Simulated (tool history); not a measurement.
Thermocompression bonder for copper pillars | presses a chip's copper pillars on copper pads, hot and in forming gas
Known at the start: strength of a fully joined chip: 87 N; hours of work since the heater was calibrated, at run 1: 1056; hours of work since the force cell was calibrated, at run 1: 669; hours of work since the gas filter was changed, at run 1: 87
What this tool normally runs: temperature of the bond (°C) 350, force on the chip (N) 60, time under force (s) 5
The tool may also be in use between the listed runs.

run	hour	temperature of the bond (°C)	force on the chip (N)	time under force (s)	hours of work since the heater was calibrated	hours of work since the force cell was calibrated	hours of work since the gas filter was changed	force that shears a chip off (N)
1	0.0	350	60	5	1056	669	87	36.6
2	40.6	350	60	5	1073	687	105	36.5
3	70.2	336	60	5	1086	700	118	31.1
4	103.1	350	60	6	1100	714	132	37.9
5	125.7	376	60	5	1110	724	141	44.0
6	152.4	376	52	5	1121	735	153	40.8
7	176.6	350	60	5	1132	746	163	35.0
8	218.1	350	60	7	1149	763	181	39.1
9	243.8	350	60	7	1160	774	192	40.2
# hour 260.2: forming gas filter changed
10	276.3	350	40	5	1174	788	7	28.7
11	324.2	350	40	5	1195	809	28	28.7
12	366.8	350	40	5	1213	827	46	27.7
13	387.7	350	60	5	1222	836	55	38.1
14	431.5	350	60	5	1241	855	74	36.4
15	453.6	350	60	5	1251	865	83	37.0
16	493.4	350	60	5	1268	882	100	38.3
17	531.0	350	60	5	1284	898	117	37.3
18	563.3	333	38	5	1298	912	130	20.2
19	587.6	331	41	5	1308	922	141	21.2
20	634.0	375	69	5	1328	942	161	48.7
21	680.6	375	69	5	1348	962	181	48.3
# hour 722.2: forming gas filter changed
22	724.6	331	62	3	1367	981	1	27.6
23	761.9	360	55	5	1383	997	17	39.7
24	789.6	360	55	5	1395	1009	29	40.3
25	821.7	345	45	3	1409	1023	43	23.4
26	853.7	358	47	9	1423	1036	57	41.7
27	880.3	372	47	9	1434	1048	68	47.5
28	916.5	368	81	6	1450	1064	84	55.9
29	945.9	322	60	3	1462	1076	96	22.2
30	980.1	374	60	6	1477	1091	111	48.6
31	1027.8	350	60	5	1497	1111	132	37.1
32	1054.0	374	59	3	1509	1123	143	37.5
33	1088.6	374	59	3	1524	1138	158	36.9
34	1120.6	374	59	3	1537	1151	171	37.3

Alternative continuations, all from the tool just after run 34; predict every row:
A	1146.0	358	64	7	1548	1162	182	?
B	1146.0	363	59	3	1548	1162	182	?
C	1146.0	350	65	8	1548	1162	182	?

run	force that shears a chip off (N)
A	44.9
B	32.8
C	44.5
What these runs would have given with no unlogged condition in the tool:
run	force that shears a chip off (N)
A	46.9
B	33.9
C	46.4
